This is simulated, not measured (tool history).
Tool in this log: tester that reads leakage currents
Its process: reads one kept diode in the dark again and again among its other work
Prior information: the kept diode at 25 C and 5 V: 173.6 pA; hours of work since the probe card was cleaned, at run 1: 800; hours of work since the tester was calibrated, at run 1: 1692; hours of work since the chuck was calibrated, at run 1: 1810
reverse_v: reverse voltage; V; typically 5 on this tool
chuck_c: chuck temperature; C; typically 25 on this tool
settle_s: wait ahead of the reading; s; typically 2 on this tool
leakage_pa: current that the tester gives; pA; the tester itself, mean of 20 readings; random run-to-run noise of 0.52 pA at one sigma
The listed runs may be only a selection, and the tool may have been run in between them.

run,hour,reverse_v,chuck_c,settle_s,hours of work since the probe card was cleaned,hours of work since the tester was calibrated,hours of work since the chuck was calibrated,leakage_pa
1,0,5,25,2,800,1692,1810,174.9
2,210.3,5,25,2,930,1822,1939,174.58
3,418.4,5,25,2,1058,1950,2067,174.04
4,624.9,5,25,2,1185,2077,2194,174.47
5,754.4,5,25,2,1265,2157,2274,174.67
# hour 925: chuck's temperature calibrated
6,962.1,5,25,2,1391,2283,23,174.15
7,1132.6,5,25,2,1496,2388,128,173.61
# hour 1283.3: probe card cleaned and baked
8,1320.5,5,25,2,23,2502,242,173.3
# hour 1477: tester calibrated
9,1503.1,5,25,2,134,16,353,173.73
10,1716.1,5,25,2,265,147,484,174.23
11,1936,5,25,1.18,401,283,619,175.33
12,2036.7,5,25,1.18,463,345,681,174.33
13,2204.1,5,25,1.18,566,448,785,174.57
14,2326,5,25,1.18,641,523,860,174.18
15,2438.1,5,25,1.18,710,592,929,173.86
16,2576,12.67,25,1.18,795,677,1014,271.45
17,2769.3,5,25,2,914,796,1133,174.49
18,2911.4,5,55,2,1001,883,1220,1310.07
19,3076.4,5,55,2,1103,985,1322,1312.17
20,3246.6,5,25,5.34,1208,1090,1426,174.3
21,3358.3,16.13,24,2.31,1276,1158,1495,282.54
22,3533.6,16.13,24,2.31,1384,1266,1603,281.91
23,3631.2,16.13,24,1.56,1444,1326,1663,283.29
24,3806.1,16.13,24,1.56,1552,1434,1771,282.84
# hour 3853.3: probe card cleaned and baked
25,3973.8,1.96,46,0.49,74,1536,1872,477.7
26,4135.7,2.81,51,5.82,174,1635,1972,779.89
27,4312.7,2.81,51,5.82,283,1744,2081,775.86
28,4414.7,2.81,51,5.82,346,1807,2144,779.91
29,4534.9,2.81,51,5.82,420,1881,2218,774.35
30,4634.9,2.81,51,5.82,481,1943,2279,779.34
31,4770.9,2.81,51,5.82,565,2026,2363,776.86
# hour 4811: chuck's temperature calibrated
32,4895,2.81,51,5.82,640,2102,52,778.74
33,5014.5,2.81,51,5.82,714,2175,125,777.25
34,5217.9,5,47,0.34,839,2300,251,796.17
35,5370.6,5,56,2,933,2394,345,1387.98
36,5510,15.44,28,2,1019,2480,430,370.28
37,5687.2,9.52,30,4.74,1128,2589,540,339.5
# hour 5702.1: tester calibrated
38,5851.5,3.5,37,8.59,1228,92,639,345.97
39,6043.2,5,34,1.33,1346,210,757,332.45

Each row is a separate what-if for the run after 39, all from the same tool condition, not one after another. Results?
A,6175.2,1.43,29,0.85,1427,291,839,?
B,6175.2,5,49,1.33,1427,291,839,?
C,6175.2,5,33,2,1427,291,839,?
D,6175.2,5,27,0.79,1427,291,839,?

run,leakage_pa
A,128.73
B,899.1
C,310.58
D,200.33
Take away the tool's hidden state, keep each run's random variation, and the runs would have read:
run,leakage_pa
A,128.68
B,898.8
C,310.42
D,200.2
